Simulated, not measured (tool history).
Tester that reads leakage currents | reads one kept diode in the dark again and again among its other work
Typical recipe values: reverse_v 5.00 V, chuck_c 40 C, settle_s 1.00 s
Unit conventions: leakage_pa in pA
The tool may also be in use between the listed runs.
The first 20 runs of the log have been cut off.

run     day  reverse_v  chuck_c  settle_s  hours of work since the probe card was cleaned  hours of work since the tester was calibrated  hours of work since the chuck was calibrated  leakage_pa
 21  36.771       8.10       26      1.00                                             409                                           1906                                           726      242.12
 22  38.254       7.12       40      1.55                                             437                                           1934                                           754      580.58
 23  39.762       3.34       39      0.38                                             465                                           1963                                           782      357.36
 24  41.104       3.34       39      0.38                                             491                                           1988                                           807      357.23
 25  43.296       5.00       52      1.07                                             532                                           2029                                           849     1014.04
 26  45.767       5.00       40      3.25                                             578                                           2075                                           895      474.89
 27  48.012       5.00       40      3.25                                             620                                           2118                                           937      476.07
 28  49.850       3.63       43      1.00                                             655                                           2152                                           972      481.11
     50.788  -- tester calibrated
 29  51.942       3.63       43      1.00                                             693                                             22                                          1009      488.91
 30  54.112       2.21       35      1.69                                             733                                             62                                          1050      218.19
 31  56.588       2.21       36      2.28                                             780                                            109                                          1097      232.98
 32  58.496       2.21       36      2.28                                             816                                            145                                          1132      233.43
 33  60.758       2.21       36      2.85                                             858                                            187                                          1175      234.01
 34  62.067       1.78       21      0.65                                             883                                            212                                          1200       72.70
 35  64.125       2.78       40      1.00                                             921                                            251                                          1238      344.59
 36  65.117      17.79       25      1.32                                             940                                            269                                          1257      361.60
 37  67.004      17.79       25      1.32                                             975                                            305                                          1292      361.06
 38  68.929       5.00       40      0.62                                            1012                                            341                                          1328      482.60
 39  70.042       1.69       27      1.00                                            1033                                            362                                          1349      107.32

Each row is a separate what-if for the run after 39, all from the same tool condition, not one after another. Results?
  A  72.229       5.51       50      1.22                                            1074                                            403                                          1390           ?
  B  72.229       1.05       27      1.00                                            1074                                            403                                          1390           ?
  C  72.229       6.19       27      1.00                                            1074                                            403                                          1390           ?
  D  72.229       5.00       22      5.44                                            1074                                            403                                          1390           ?
  E  72.229       2.41       40      5.98                                            1074                                            403                                          1390           ?

run  leakage_pa
  A      957.95
  B       82.15
  C      225.96
  D      139.26
  E      315.29
With no hidden state in the tool, these same runs would have given:
run  leakage_pa
  A      991.83
  B       84.95
  C      230.27
  D      140.95
  E      326.63
